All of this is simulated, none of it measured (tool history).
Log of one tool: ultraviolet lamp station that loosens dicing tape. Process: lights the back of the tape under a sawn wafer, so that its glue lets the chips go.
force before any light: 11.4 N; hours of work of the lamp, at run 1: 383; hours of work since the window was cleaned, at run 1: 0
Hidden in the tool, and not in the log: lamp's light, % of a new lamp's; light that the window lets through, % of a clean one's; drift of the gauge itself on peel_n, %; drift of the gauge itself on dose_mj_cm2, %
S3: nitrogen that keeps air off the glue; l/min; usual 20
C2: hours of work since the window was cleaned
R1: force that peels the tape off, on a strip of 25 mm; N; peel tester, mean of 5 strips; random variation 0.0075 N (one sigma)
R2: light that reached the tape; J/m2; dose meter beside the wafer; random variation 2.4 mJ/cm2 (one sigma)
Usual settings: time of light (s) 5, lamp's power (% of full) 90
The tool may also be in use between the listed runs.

{"run": 1, "hour": 0.0, "time of light (s)": 5, "lamp's power (% of full)": 90, "S3": 20, "hours of work of the lamp": 383, "C2": 0, "R1": 0.321, "R2": 2390}
{"run": 2, "hour": 25.7, "time of light (s)": 6, "lamp's power (% of full)": 90, "S3": 20, "hours of work of the lamp": 401, "C2": 18, "R1": 0.267, "R2": 2870}
{"run": 3, "hour": 36.3, "time of light (s)": 6, "lamp's power (% of full)": 90, "S3": 20, "hours of work of the lamp": 408, "C2": 25, "R1": 0.259, "R2": 2860}
{"run": 4, "hour": 62.3, "time of light (s)": 6, "lamp's power (% of full)": 90, "S3": 17, "hours of work of the lamp": 426, "C2": 43, "R1": 0.285, "R2": 2810}
{"run": 5, "hour": 77.4, "time of light (s)": 5, "lamp's power (% of full)": 90, "S3": 20, "hours of work of the lamp": 437, "C2": 54, "R1": 0.355, "R2": 2330}
{"run": 6, "hour": 91.2, "time of light (s)": 5, "lamp's power (% of full)": 90, "S3": 20, "hours of work of the lamp": 446, "C2": 64, "R1": 0.366, "R2": 2320}
{"run": 7, "hour": 102.2, "time of light (s)": 4, "lamp's power (% of full)": 90, "S3": 20, "hours of work of the lamp": 454, "C2": 71, "R1": 0.578, "R2": 1880}
{"run": 8, "hour": 115.4, "time of light (s)": 4, "lamp's power (% of full)": 90, "S3": 20, "hours of work of the lamp": 463, "C2": 80, "R1": 0.565, "R2": 1820}
{"run": 9, "hour": 136.3, "time of light (s)": 5, "lamp's power (% of full)": 90, "S3": 14, "hours of work of the lamp": 478, "C2": 95, "R1": 0.437, "R2": 2270}
{"run": 10, "hour": 149.6, "time of light (s)": 5, "lamp's power (% of full)": 90, "S3": 39, "hours of work of the lamp": 487, "C2": 104, "R1": 0.312, "R2": 2280}
{"run": 11, "hour": 160.5, "time of light (s)": 10, "lamp's power (% of full)": 90, "S3": 20, "hours of work of the lamp": 494, "C2": 112, "R1": 0.218, "R2": 4470}
{"run": 12, "hour": 177.0, "time of light (s)": 5, "lamp's power (% of full)": 90, "S3": 7, "hours of work of the lamp": 506, "C2": 123, "R1": 0.725, "R2": 2200}
{"run": 13, "hour": 191.0, "time of light (s)": 5, "lamp's power (% of full)": 90, "S3": 7, "hours of work of the lamp": 516, "C2": 133, "R1": 0.76, "R2": 2220}
{"run": 14, "hour": 213.1, "time of light (s)": 5, "lamp's power (% of full)": 90, "S3": 7, "hours of work of the lamp": 531, "C2": 148, "R1": 0.766, "R2": 2190}
{"run": 15, "hour": 227.2, "time of light (s)": 5, "lamp's power (% of full)": 90, "S3": 7, "hours of work of the lamp": 541, "C2": 158, "R1": 0.783, "R2": 2160}
{"run": 16, "hour": 250.2, "time of light (s)": 3, "lamp's power (% of full)": 90, "S3": 7, "hours of work of the lamp": 557, "C2": 174, "R1": 2.155, "R2": 1300}
{"run": 17, "hour": 264.9, "time of light (s)": 3, "lamp's power (% of full)": 90, "S3": 7, "hours of work of the lamp": 567, "C2": 185, "R1": 2.17, "R2": 1270}
{"run": 18, "hour": 284.1, "time of light (s)": 5, "lamp's power (% of full)": 66, "S3": 20, "hours of work of the lamp": 581, "C2": 198, "R1": 0.828, "R2": 1570}
{"run": 19, "hour": 294.7, "time of light (s)": 3, "lamp's power (% of full)": 74, "S3": 10, "hours of work of the lamp": 588, "C2": 205, "R1": 2.557, "R2": 1050}
{"run": 20, "hour": 306.3, "time of light (s)": 3, "lamp's power (% of full)": 62, "S3": 13, "hours of work of the lamp": 596, "C2": 213, "R1": 2.855, "R2": 890}
{"run": 21, "hour": 330.4, "time of light (s)": 10, "lamp's power (% of full)": 74, "S3": 6, "hours of work of the lamp": 613, "C2": 230, "R1": 0.338, "R2": 3440}
{"run": 22, "hour": 349.5, "time of light (s)": 10, "lamp's power (% of full)": 74, "S3": 6, "hours of work of the lamp": 626, "C2": 243, "R1": 0.346, "R2": 3350}
{"run": 23, "hour": 363.4, "time of light (s)": 10, "lamp's power (% of full)": 74, "S3": 6, "hours of work of the lamp": 636, "C2": 253, "R1": 0.367, "R2": 3360}
{"run": 24, "hour": 378.4, "time of light (s)": 5, "lamp's power (% of full)": 90, "S3": 29, "hours of work of the lamp": 646, "C2": 264, "R1": 0.392, "R2": 2020}
{"run": 25, "hour": 391.5, "time of light (s)": 5, "lamp's power (% of full)": 90, "S3": 11, "hours of work of the lamp": 655, "C2": 273, "R1": 0.673, "R2": 2020}
{"run": 26, "hour": 412.1, "time of light (s)": 5, "lamp's power (% of full)": 69, "S3": 28, "hours of work of the lamp": 670, "C2": 287, "R1": 0.72, "R2": 1550}
{"run": 27, "hour": 424.0, "time of light (s)": 6, "lamp's power (% of full)": 62, "S3": 20, "hours of work of the lamp": 678, "C2": 295, "R1": 0.73, "R2": 1600}
{"run": 28, "hour": 449.0, "time of light (s)": 4, "lamp's power (% of full)": 90, "S3": 33, "hours of work of the lamp": 695, "C2": 313, "R1": 0.623, "R2": 1580}

Forecast each of these 5 alternatives for the next run:
{"run": "A", "hour": 470.6, "time of light (s)": 9, "lamp's power (% of full)": 73, "S3": 38, "hours of work of the lamp": 710, "C2": 328, "R1": "?", "R2": "?"}
{"run": "B", "hour": 470.6, "time of light (s)": 8, "lamp's power (% of full)": 68, "S3": 33, "hours of work of the lamp": 710, "C2": 328, "R1": "?", "R2": "?"}
{"run": "C", "hour": 470.6, "time of light (s)": 4, "lamp's power (% of full)": 93, "S3": 19, "hours of work of the lamp": 710, "C2": 328, "R1": "?", "R2": "?"}
{"run": "D", "hour": 470.6, "time of light (s)": 6, "lamp's power (% of full)": 90, "S3": 8, "hours of work of the lamp": 710, "C2": 328, "R1": "?", "R2": "?"}
{"run": "E", "hour": 470.6, "time of light (s)": 2, "lamp's power (% of full)": 74, "S3": 39, "hours of work of the lamp": 710, "C2": 328, "R1": "?", "R2": "?"}

run=A R1=0.230 R2=2800
run=B R1=0.300 R2=2320
run=C R1=0.798 R2=1620
run=D R1=0.642 R2=2350
run=E R1=3.046 R2=650
Without the tool's hidden state the same runs would have given:
run=A R1=0.207 R2=3960
run=B R1=0.226 R2=3280
run=C R1=0.381 R2=2270
run=D R1=0.323 R2=3300
run=E R1=1.825 R2=910
